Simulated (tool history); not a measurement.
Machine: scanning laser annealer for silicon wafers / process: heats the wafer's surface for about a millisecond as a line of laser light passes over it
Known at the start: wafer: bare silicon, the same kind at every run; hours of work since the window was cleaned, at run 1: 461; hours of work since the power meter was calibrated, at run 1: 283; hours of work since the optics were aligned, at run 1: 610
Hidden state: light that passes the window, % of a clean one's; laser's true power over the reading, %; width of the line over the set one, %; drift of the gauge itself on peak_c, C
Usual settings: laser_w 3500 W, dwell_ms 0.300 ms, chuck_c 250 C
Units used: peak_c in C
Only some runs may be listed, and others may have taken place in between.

run	hour	laser_w	dwell_ms	chuck_c	hours of work since the window was cleaned	hours of work since the power meter was calibrated	hours of work since the optics were aligned	peak_c
1	0.0	3500	0.300	250	461	283	610	1021
2	14.9	3500	0.224	250	469	290	618	904
3	27.5	3500	0.300	250	476	297	625	1025
4	46.0	3500	0.300	250	485	307	634	1020
5	62.6	3500	0.300	250	494	315	643	1021
6	72.3	3500	0.300	250	499	320	648	1022
7	82.0	3500	0.300	250	504	326	653	1020
8	93.3	3500	0.300	250	510	331	659	1020
9	113.2	3500	0.300	250	521	342	669	1022
10	121.8	3500	0.300	250	525	346	674	1023
11	130.5	3281	0.230	268	530	351	678	878
12	142.4	3592	0.334	254	536	357	685	1103
13	158.2	3500	0.343	250	544	365	693	1082
14	170.2	3140	0.370	287	550	372	699	1044
15	190.9	3143	0.218	270	561	383	710	831
16	210.6	3143	0.324	248	571	393	720	949
17	220.5	3143	0.324	248	577	398	726	949
18	238.0	3362	0.240	233	586	407	735	876
19	256.6	3552	0.372	233	596	417	744	1116
20	270.2	3789	0.300	250	603	424	752	1100

What if the next run were any one of these 5? Each begins from the tool's condition after run 20:
A	290.6	3744	0.300	250	613	435	762	?
B	290.6	3142	0.300	250	613	435	762	?
C	290.6	3789	0.359	286	613	435	762	?
D	290.6	3645	0.321	250	613	435	762	?
E	290.6	3639	0.221	237	613	435	762	?

run	peak_c
A	1085
B	916
C	1226
D	1090
E	913
With no hidden state in the tool, these same runs would have given:
run	peak_c
A	1124
B	947
C	1270
D	1130
E	945
